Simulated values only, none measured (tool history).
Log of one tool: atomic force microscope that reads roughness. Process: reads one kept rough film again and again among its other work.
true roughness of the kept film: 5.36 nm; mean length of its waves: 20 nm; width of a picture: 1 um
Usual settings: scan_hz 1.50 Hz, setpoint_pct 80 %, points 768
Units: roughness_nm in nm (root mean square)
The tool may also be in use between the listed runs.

run 1 hour=0.0 | scan_hz=1.50 setpoint_pct=80 points=768 | roughness_nm=2.196
run 2 hour=11.7 | scan_hz=2.13 setpoint_pct=80 points=768 | roughness_nm=1.899
-- hour=14.6 new tip fitted
run 3 hour=23.3 | scan_hz=2.13 setpoint_pct=80 points=768 | roughness_nm=3.008
run 4 hour=30.6 | scan_hz=1.50 setpoint_pct=80 points=768 | roughness_nm=2.909
run 5 hour=40.8 | scan_hz=1.50 setpoint_pct=80 points=768 | roughness_nm=2.604
run 6 hour=47.2 | scan_hz=1.50 setpoint_pct=80 points=633 | roughness_nm=2.430
run 7 hour=59.8 | scan_hz=1.50 setpoint_pct=66 points=633 | roughness_nm=2.331
run 8 hour=65.3 | scan_hz=1.50 setpoint_pct=66 points=1003 | roughness_nm=2.250
-- hour=68.6 new tip fitted
run 9 hour=78.4 | scan_hz=1.50 setpoint_pct=81 points=1003 | roughness_nm=3.148
run 10 hour=89.5 | scan_hz=1.50 setpoint_pct=81 points=1003 | roughness_nm=2.775
run 11 hour=94.7 | scan_hz=1.50 setpoint_pct=63 points=768 | roughness_nm=2.885
run 12 hour=103.8 | scan_hz=1.50 setpoint_pct=80 points=270 | roughness_nm=2.326
run 13 hour=110.4 | scan_hz=1.50 setpoint_pct=63 points=270 | roughness_nm=2.394
run 14 hour=117.3 | scan_hz=1.50 setpoint_pct=63 points=563 | roughness_nm=2.300
-- hour=122.6 new tip fitted
run 15 hour=127.6 | scan_hz=1.14 setpoint_pct=74 points=843 | roughness_nm=3.587
run 16 hour=139.6 | scan_hz=1.14 setpoint_pct=74 points=843 | roughness_nm=3.085
run 17 hour=152.4 | scan_hz=1.14 setpoint_pct=76 points=373 | roughness_nm=2.607
run 18 hour=160.9 | scan_hz=2.81 setpoint_pct=83 points=349 | roughness_nm=1.967
run 19 hour=173.5 | scan_hz=1.57 setpoint_pct=86 points=562 | roughness_nm=1.932
-- hour=176.7 new tip fitted
run 20 hour=184.0 | scan_hz=1.57 setpoint_pct=86 points=562 | roughness_nm=3.115
run 21 hour=192.3 | scan_hz=0.66 setpoint_pct=73 points=729 | roughness_nm=3.260
run 22 hour=201.4 | scan_hz=0.66 setpoint_pct=73 points=729 | roughness_nm=2.946
run 23 hour=207.2 | scan_hz=0.66 setpoint_pct=73 points=729 | roughness_nm=2.759

Forecast each of these 5 alternatives for the next run:
run A hour=215.7 | scan_hz=2.26 setpoint_pct=84 points=717 | roughness_nm=?
run B hour=215.7 | scan_hz=1.05 setpoint_pct=70 points=864 | roughness_nm=?
run C hour=215.7 | scan_hz=2.92 setpoint_pct=64 points=257 | roughness_nm=?
run D hour=215.7 | scan_hz=2.65 setpoint_pct=73 points=609 | roughness_nm=?
run E hour=215.7 | scan_hz=1.50 setpoint_pct=80 points=294 | roughness_nm=?

run=A roughness_nm=2.074
run=B roughness_nm=2.512
run=C roughness_nm=2.285
run=D roughness_nm=2.225
run=E roughness_nm=2.266
Without the tool's hidden state the same runs would have given:
run=A roughness_nm=3.268
run=B roughness_nm=3.956
run=C roughness_nm=3.603
run=D roughness_nm=3.511
run=E roughness_nm=3.577
